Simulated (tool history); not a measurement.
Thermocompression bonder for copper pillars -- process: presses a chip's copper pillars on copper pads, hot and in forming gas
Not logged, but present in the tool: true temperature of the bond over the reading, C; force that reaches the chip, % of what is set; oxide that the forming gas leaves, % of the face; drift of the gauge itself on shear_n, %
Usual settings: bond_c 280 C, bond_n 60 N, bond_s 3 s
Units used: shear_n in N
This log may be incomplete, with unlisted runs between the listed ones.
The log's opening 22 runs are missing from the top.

run   hour  bond_c  bond_n  bond_s  hours of work since the heater was calibrated  hours of work since the force cell was calibrated  hours of work since the gas filter was changed  shear_n
 23  244.6     278      60       5                                            810                                                238                                             174    125.7
 24  254.2     283      45       6                                            816                                                244                                             179    114.4
 25    261     280      49       6                                            820                                                248                                             184    119.7
 26  276.3     261      60       3                                            829                                                258                                             193    100.7
 27  288.9     280      60       6                                            837                                                265                                             200    130.6
 28  302.2     303      42       3                                            845                                                273                                             208    102.3
 29  312.6     303      42       3                                            851                                                279                                             215    102.5
 30  323.6     303      42       3                                            858                                                286                                             221    102.8
 31    330     253      51       8                                            862                                                290                                             225    108.9
 32  341.8     253      51       8                                            869                                                297                                             232      110
 33  356.9     307      72       8                                            878                                                306                                             241    154.2
 34  372.4     280      82       3                                            887                                                316                                             251    134.3
 35  379.9     280      82       3                                            892                                                320                                             255      133
 36  391.7     280      82       3                                            899                                                327                                             262      134
 37  404.3     256      66       3                                            906                                                335                                             270    101.1
 38  416.6     256      66       3                                            914                                                342                                             277    102.8

Branching from run 38: 3 alternative next runs. What would each branch give?
  A  431.9     259      43       2                                            923                                                351                                             287        ?
  B  431.9     289      53       2                                            923                                                351                                             287        ?
  C  431.9     260      60       3                                            923                                                351                                             287        ?

run  shear_n
  A     63.7
  B     97.4
  C      101
With no hidden state in the tool, these same runs would have given:
run  shear_n
  A       64
  B     97.8
  C    101.5

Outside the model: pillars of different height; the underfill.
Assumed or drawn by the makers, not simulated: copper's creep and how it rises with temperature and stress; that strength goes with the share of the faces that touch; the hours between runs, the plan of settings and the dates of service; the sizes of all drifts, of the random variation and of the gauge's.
